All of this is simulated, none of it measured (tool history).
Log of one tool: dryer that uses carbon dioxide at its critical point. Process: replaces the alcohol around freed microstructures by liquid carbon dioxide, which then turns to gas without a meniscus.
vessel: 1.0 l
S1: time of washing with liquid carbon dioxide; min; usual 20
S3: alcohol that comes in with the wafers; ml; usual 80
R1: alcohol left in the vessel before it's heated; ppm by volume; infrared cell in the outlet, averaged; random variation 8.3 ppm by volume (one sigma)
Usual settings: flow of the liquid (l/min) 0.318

run 1 hour=0 | S1=20 flow_of_the_liquid_(l/min)=0.318 S3=80 | R1=906
run 2 hour=55.9 | S1=20 flow_of_the_liquid_(l/min)=0.318 S3=80 | R1=936
run 3 hour=89.5 | S1=20 flow_of_the_liquid_(l/min)=0.318 S3=80 | R1=939
run 4 hour=144.1 | S1=20 flow_of_the_liquid_(l/min)=0.497 S3=80 | R1=250
run 5 hour=175.1 | S1=20 flow_of_the_liquid_(l/min)=0.497 S3=80 | R1=244
run 6 hour=215.8 | S1=20 flow_of_the_liquid_(l/min)=0.497 S3=80 | R1=248
run 7 hour=270.1 | S1=26 flow_of_the_liquid_(l/min)=0.434 S3=21 | R1=225
run 8 hour=325.6 | S1=26 flow_of_the_liquid_(l/min)=0.434 S3=21 | R1=244
run 9 hour=367 | S1=26 flow_of_the_liquid_(l/min)=0.434 S3=21 | R1=243
run 10 hour=413.7 | S1=20 flow_of_the_liquid_(l/min)=0.318 S3=36 | R1=633
-- hour=457.2 inlet filter changed
run 11 hour=466 | S1=20 flow_of_the_liquid_(l/min)=0.318 S3=33 | R1=448

4 ways to go on from here, each from the tool as it stands after run 11. What would each give?
run A hour=495.6 | S1=20 flow_of_the_liquid_(l/min)=0.318 S3=107 | R1=?
run B hour=495.6 | S1=16 flow_of_the_liquid_(l/min)=0.318 S3=80 | R1=?
run C hour=495.6 | S1=20 flow_of_the_liquid_(l/min)=0.318 S3=30 | R1=?
run D hour=495.6 | S1=29 flow_of_the_liquid_(l/min)=0.318 S3=33 | R1=?

run=A R1=890
run=B R1=1597
run=C R1=435
run=D R1=286
Without the tool's hidden state the same runs would have given:
run=A R1=602
run=B R1=1289
run=C R1=171
run=D R1=27
